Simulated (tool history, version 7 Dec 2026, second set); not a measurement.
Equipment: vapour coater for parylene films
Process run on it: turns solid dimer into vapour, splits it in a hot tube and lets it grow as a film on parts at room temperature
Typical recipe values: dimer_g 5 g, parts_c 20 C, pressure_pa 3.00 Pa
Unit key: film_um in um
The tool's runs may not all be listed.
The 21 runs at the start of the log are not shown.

| run | hour | dimer_g | parts_c | pressure_pa | hours of work since the trap's valve was overhauled | hours of work since the table's thermometer was calibrated | film_um |
|---|---|---|---|---|---|---|---|
| 22 | 352.0 | 5 | 20 | 6.89 | 76 | 348 | 2.33 |
| 23 | 363.7 | 3 | 20 | 6.89 | 84 | 355 | 1.40 |
| 24 | 380.2 | 4 | 31 | 4.86 | 94 | 366 | 1.63 |
| 25 | 396.7 | 5 | 14 | 3.00 | 105 | 376 | 3.18 |
| 26 | 417.7 | 5 | 14 | 3.00 | 118 | 390 | 3.17 |
| 27 | 430.9 | 4 | 13 | 9.14 | 127 | 398 | 1.99 |
| 28 | 453.5 | 2 | 22 | 2.39 | 141 | 413 | 1.15 |
| 29 | 465.1 | 4 | 20 | 10.31 | 149 | 420 | 1.67 |
| 30 | 484.6 | 4 | 20 | 10.31 | 161 | 433 | 1.66 |
| 31 | 493.7 | 4 | 27 | 8.99 | 167 | 438 | 1.51 |
| 32 | 510.1 | 4 | 27 | 3.59 | 178 | 449 | 1.88 |

Alternative continuations, all from the tool just after run 32; predict every row:
| A | 528.9 | 5 | 28 | 2.59 | 190 | 461 | ? |
| B | 528.9 | 3 | 20 | 5.73 | 190 | 461 | ? |
| C | 528.9 | 3 | 27 | 7.63 | 190 | 461 | ? |
| D | 528.9 | 4 | 12 | 2.09 | 190 | 461 | ? |
| E | 528.9 | 5 | 24 | 3.12 | 190 | 461 | ? |

| run | film_um |
|---|---|
| A | 2.48 |
| B | 1.46 |
| C | 1.18 |
| D | 2.89 |
| E | 2.57 |
Stripped of hidden state, with their random variation kept, the same runs would have yielded:
| run | film_um |
|---|---|
| A | 2.55 |
| B | 1.50 |
| C | 1.21 |
| D | 2.97 |
| E | 2.64 |
